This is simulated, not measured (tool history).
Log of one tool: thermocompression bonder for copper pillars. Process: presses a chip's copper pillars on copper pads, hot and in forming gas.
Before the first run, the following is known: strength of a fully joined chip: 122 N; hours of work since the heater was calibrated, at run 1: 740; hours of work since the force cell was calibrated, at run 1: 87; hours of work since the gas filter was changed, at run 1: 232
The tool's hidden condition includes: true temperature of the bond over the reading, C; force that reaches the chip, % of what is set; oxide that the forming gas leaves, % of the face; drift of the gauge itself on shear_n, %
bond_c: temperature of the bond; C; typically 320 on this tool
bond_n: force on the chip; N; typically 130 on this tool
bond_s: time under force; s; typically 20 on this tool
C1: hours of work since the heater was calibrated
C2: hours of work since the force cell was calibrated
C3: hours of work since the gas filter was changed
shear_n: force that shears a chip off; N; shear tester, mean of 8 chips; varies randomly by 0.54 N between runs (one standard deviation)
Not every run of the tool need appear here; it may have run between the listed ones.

{"run": 1, "hour": 0.0, "bond_c": 320, "bond_n": 130, "bond_s": 20, "C1": 740, "C2": 87, "C3": 232, "shear_n": 81.0}
{"run": 2, "hour": 8.0, "bond_c": 320, "bond_n": 130, "bond_s": 20, "C1": 744, "C2": 90, "C3": 236, "shear_n": 80.8}
{"run": 3, "hour": 15.9, "bond_c": 320, "bond_n": 130, "bond_s": 20, "C1": 747, "C2": 94, "C3": 239, "shear_n": 82.1}
{"run": 4, "hour": 21.3, "bond_c": 320, "bond_n": 130, "bond_s": 20, "C1": 749, "C2": 96, "C3": 241, "shear_n": 82.2}
{"run": 5, "hour": 30.6, "bond_c": 320, "bond_n": 130, "bond_s": 20, "C1": 753, "C2": 100, "C3": 245, "shear_n": 81.0}
{"run": 6, "hour": 40.4, "bond_c": 320, "bond_n": 130, "bond_s": 20, "C1": 757, "C2": 104, "C3": 249, "shear_n": 80.3}
{"run": 7, "hour": 48.4, "bond_c": 320, "bond_n": 124, "bond_s": 20, "C1": 761, "C2": 107, "C3": 252, "shear_n": 77.8}
{"run": 8, "hour": 57.9, "bond_c": 320, "bond_n": 124, "bond_s": 20, "C1": 765, "C2": 111, "C3": 256, "shear_n": 78.0}
{"run": 9, "hour": 64.0, "bond_c": 320, "bond_n": 124, "bond_s": 20, "C1": 767, "C2": 114, "C3": 259, "shear_n": 79.0}
{"run": 10, "hour": 71.7, "bond_c": 320, "bond_n": 124, "bond_s": 20, "C1": 770, "C2": 117, "C3": 262, "shear_n": 79.2}
{"run": 11, "hour": 77.4, "bond_c": 320, "bond_n": 130, "bond_s": 20, "C1": 773, "C2": 119, "C3": 264, "shear_n": 80.4}
{"run": 12, "hour": 84.6, "bond_c": 320, "bond_n": 130, "bond_s": 20, "C1": 776, "C2": 122, "C3": 267, "shear_n": 80.6}
{"run": 13, "hour": 90.4, "bond_c": 320, "bond_n": 130, "bond_s": 20, "C1": 778, "C2": 125, "C3": 270, "shear_n": 80.4}
{"run": 14, "hour": 97.5, "bond_c": 320, "bond_n": 130, "bond_s": 20, "C1": 781, "C2": 128, "C3": 273, "shear_n": 80.7}
{"run": 15, "hour": 108.6, "bond_c": 320, "bond_n": 130, "bond_s": 20, "C1": 786, "C2": 132, "C3": 277, "shear_n": 79.7}
{"run": 16, "hour": 117.7, "bond_c": 320, "bond_n": 130, "bond_s": 20, "C1": 789, "C2": 136, "C3": 281, "shear_n": 80.0}
{"run": 17, "hour": 122.5, "bond_c": 320, "bond_n": 86, "bond_s": 20, "C1": 791, "C2": 138, "C3": 283, "shear_n": 60.5}
{"run": 18, "hour": 128.1, "bond_c": 337, "bond_n": 86, "bond_s": 20, "C1": 794, "C2": 140, "C3": 286, "shear_n": 71.3}
{"run": 19, "hour": 136.2, "bond_c": 337, "bond_n": 86, "bond_s": 20, "C1": 797, "C2": 144, "C3": 289, "shear_n": 69.7}
{"run": 20, "hour": 142.9, "bond_c": 320, "bond_n": 130, "bond_s": 14, "C1": 800, "C2": 147, "C3": 292, "shear_n": 72.0}
{"run": 21, "hour": 153.6, "bond_c": 320, "bond_n": 130, "bond_s": 14, "C1": 804, "C2": 151, "C3": 296, "shear_n": 72.9}
{"run": 22, "hour": 164.1, "bond_c": 320, "bond_n": 130, "bond_s": 14, "C1": 809, "C2": 155, "C3": 301, "shear_n": 72.8}
{"run": 23, "hour": 174.4, "bond_c": 329, "bond_n": 82, "bond_s": 10, "C1": 813, "C2": 160, "C3": 305, "shear_n": 50.1}
{"run": 24, "hour": 181.1, "bond_c": 337, "bond_n": 92, "bond_s": 11, "C1": 816, "C2": 163, "C3": 308, "shear_n": 60.7}
{"run": 25, "hour": 192.3, "bond_c": 308, "bond_n": 87, "bond_s": 11, "C1": 821, "C2": 167, "C3": 312, "shear_n": 43.1}
{"run": 26, "hour": 201.6, "bond_c": 334, "bond_n": 130, "bond_s": 13, "C1": 824, "C2": 171, "C3": 316, "shear_n": 79.6}
{"run": 27, "hour": 210.3, "bond_c": 334, "bond_n": 123, "bond_s": 20, "C1": 828, "C2": 175, "C3": 320, "shear_n": 83.3}
{"run": 28, "hour": 221.6, "bond_c": 306, "bond_n": 92, "bond_s": 43, "C1": 833, "C2": 179, "C3": 325, "shear_n": 70.3}
{"run": 29, "hour": 227.4, "bond_c": 325, "bond_n": 82, "bond_s": 13, "C1": 835, "C2": 182, "C3": 327, "shear_n": 52.6}
{"run": 30, "hour": 233.1, "bond_c": 300, "bond_n": 177, "bond_s": 40, "C1": 838, "C2": 184, "C3": 329, "shear_n": 95.8}
{"run": 31, "hour": 238.4, "bond_c": 300, "bond_n": 177, "bond_s": 40, "C1": 840, "C2": 186, "C3": 332, "shear_n": 95.2}
{"run": 32, "hour": 249.0, "bond_c": 291, "bond_n": 130, "bond_s": 37, "C1": 844, "C2": 191, "C3": 336, "shear_n": 75.1}
{"run": 33, "hour": 257.0, "bond_c": 291, "bond_n": 193, "bond_s": 52, "C1": 848, "C2": 194, "C3": 339, "shear_n": 97.8}
{"run": 34, "hour": 262.4, "bond_c": 339, "bond_n": 117, "bond_s": 46, "C1": 850, "C2": 196, "C3": 342, "shear_n": 97.8}
{"run": 35, "hour": 271.7, "bond_c": 291, "bond_n": 130, "bond_s": 21, "C1": 854, "C2": 200, "C3": 345, "shear_n": 62.9}
{"run": 36, "hour": 282.9, "bond_c": 291, "bond_n": 85, "bond_s": 10, "C1": 858, "C2": 205, "C3": 350, "shear_n": 33.0}
{"run": 37, "hour": 287.8, "bond_c": 320, "bond_n": 176, "bond_s": 17, "C1": 860, "C2": 207, "C3": 352, "shear_n": 89.2}
{"run": 38, "hour": 297.8, "bond_c": 338, "bond_n": 130, "bond_s": 49, "C1": 865, "C2": 211, "C3": 356, "shear_n": 101.0}
{"run": 39, "hour": 305.3, "bond_c": 321, "bond_n": 101, "bond_s": 35, "C1": 868, "C2": 214, "C3": 359, "shear_n": 78.4}
{"run": 40, "hour": 316.8, "bond_c": 317, "bond_n": 130, "bond_s": 18, "C1": 872, "C2": 219, "C3": 364, "shear_n": 75.4}

What if the next run were any one of these 4? Each begins from the tool's condition after run 40:
{"run": "A", "hour": 323.2, "bond_c": 343, "bond_n": 147, "bond_s": 20, "C1": 875, "C2": 222, "C3": 367, "shear_n": "?"}
{"run": "B", "hour": 323.2, "bond_c": 343, "bond_n": 85, "bond_s": 20, "C1": 875, "C2": 222, "C3": 367, "shear_n": "?"}
{"run": "C", "hour": 323.2, "bond_c": 339, "bond_n": 130, "bond_s": 16, "C1": 875, "C2": 222, "C3": 367, "shear_n": "?"}
{"run": "D", "hour": 323.2, "bond_c": 307, "bond_n": 119, "bond_s": 39, "C1": 875, "C2": 222, "C3": 367, "shear_n": "?"}

run=A shear_n=94.6
run=B shear_n=70.7
run=C shear_n=83.5
run=D shear_n=80.8
With the hidden condition removed and each run's random variation left untouched, the same runs would have given:
run=A shear_n=101.7
run=B shear_n=74.3
run=C shear_n=88.7
run=D shear_n=85.1
